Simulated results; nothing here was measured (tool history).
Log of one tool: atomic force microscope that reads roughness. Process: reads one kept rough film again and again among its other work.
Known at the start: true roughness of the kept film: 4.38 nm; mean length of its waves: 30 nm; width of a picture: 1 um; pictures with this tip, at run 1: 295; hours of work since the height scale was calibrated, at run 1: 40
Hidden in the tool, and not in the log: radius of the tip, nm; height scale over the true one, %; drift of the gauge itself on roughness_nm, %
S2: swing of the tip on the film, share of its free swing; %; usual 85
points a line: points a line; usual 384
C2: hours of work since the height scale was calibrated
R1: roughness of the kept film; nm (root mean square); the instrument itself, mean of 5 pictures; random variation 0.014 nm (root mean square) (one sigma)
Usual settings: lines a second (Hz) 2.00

Run 1, day 0.000: usual settings; pictures with this tip 295; C2 40. Result: R1 2.845 nm (root mean square).
Run 2, day 0.150: usual settings but S2 87 %; pictures with this tip 299; C2 41. Result: R1 2.781 nm (root mean square).
Run 3, day 0.521: usual settings but S2 87 %; pictures with this tip 309; C2 46. Result: R1 2.763 nm (root mean square).
At day 0.692: new tip fitted.
Run 4, day 0.754: usual settings but S2 76 %; pictures with this tip 1; C2 48. Result: R1 3.609 nm (root mean square).
Run 5, day 1.012: usual settings but S2 76 %; pictures with this tip 8; C2 51. Result: R1 3.573 nm (root mean square).
Run 6, day 1.279: usual settings but S2 76 %; pictures with this tip 15; C2 55. Result: R1 3.583 nm (root mean square).
Run 7, day 1.512: usual settings but S2 76 %; pictures with this tip 22; C2 57. Result: R1 3.561 nm (root mean square).
Run 8, day 1.812: usual settings but S2 58 %; pictures with this tip 30; C2 61. Result: R1 3.743 nm (root mean square).
Run 9, day 2.029: usual settings but S2 58 %; pictures with this tip 36; C2 63. Result: R1 3.732 nm (root mean square).
Run 10, day 2.292: usual settings but S2 59 %; pictures with this tip 43; C2 67. Result: R1 3.733 nm (root mean square).
Run 11, day 2.567: usual settings but S2 59 %; pictures with this tip 50; C2 70. Result: R1 3.688 nm (root mean square).
Run 12, day 2.808: usual settings but S2 59 %; pictures with this tip 57; C2 73. Result: R1 3.681 nm (root mean square).
Run 13, day 2.979: usual settings but lines a second (Hz) 2.37; pictures with this tip 61; C2 75. Result: R1 3.200 nm (root mean square).
Run 14, day 3.317: usual settings but lines a second (Hz) 2.37; pictures with this tip 70; C2 79. Result: R1 3.202 nm (root mean square).
Run 15, day 3.621: usual settings but points a line 803; pictures with this tip 79; C2 82. Result: R1 3.275 nm (root mean square).
Run 16, day 3.862: usual settings but S2 63 %, points a line 319; pictures with this tip 85; C2 85. Result: R1 3.566 nm (root mean square).
Run 17, day 4.138: usual settings but lines a second (Hz) 0.54, S2 80 %, points a line 977; pictures with this tip 93; C2 89. Result: R1 3.659 nm (root mean square).
Run 18, day 4.454: usual settings but lines a second (Hz) 0.54, S2 80 %, points a line 977; pictures with this tip 101; C2 92. Result: R1 3.617 nm (root mean square).
Run 19, day 4.833: usual settings but lines a second (Hz) 0.54, S2 80 %, points a line 977; pictures with this tip 111; C2 97. Result: R1 3.607 nm (root mean square).
Run 20, day 5.112: usual settings but lines a second (Hz) 1.96, S2 89 %, points a line 997; pictures with this tip 119; C2 100. Result: R1 3.122 nm (root mean square).
Run 21, day 5.358: usual settings but S2 71 %; pictures with this tip 125; C2 103. Result: R1 3.416 nm (root mean square).
Run 22, day 5.538: usual settings but lines a second (Hz) 0.55, S2 63 %, points a line 833; pictures with this tip 130; C2 105. Result: R1 3.659 nm (root mean square).
Run 23, day 5.867: usual settings but lines a second (Hz) 2.76, points a line 454; pictures with this tip 139; C2 109. Result: R1 3.022 nm (root mean square).
Run 24, day 6.079: usual settings but lines a second (Hz) 0.99, S2 70 %, points a line 801; pictures with this tip 145; C2 112. Result: R1 3.547 nm (root mean square).
Run 25, day 6.296: usual settings but lines a second (Hz) 0.99, S2 70 %, points a line 801; pictures with this tip 151; C2 114. Result: R1 3.519 nm (root mean square).

3 ways to go on from here, each from the tool as it stands after run 25. What would each give?
Run A, day 6.583: usual settings but S2 72 %; pictures with this tip 158; C2 118. Result: R1 ?.
Run B, day 6.583: usual settings but lines a second (Hz) 2.42, S2 64 %, points a line 440; pictures with this tip 158; C2 118. Result: R1 ?.
Run C, day 6.583: usual settings but lines a second (Hz) 0.89, S2 86 %, points a line 834; pictures with this tip 158; C2 118. Result: R1 ?.

run     R1
  A  3.367
  B  3.402
  C  3.380
Without the tool's hidden state the same runs would have given:
run     R1
  A  3.691
  B  3.729
  C  3.706
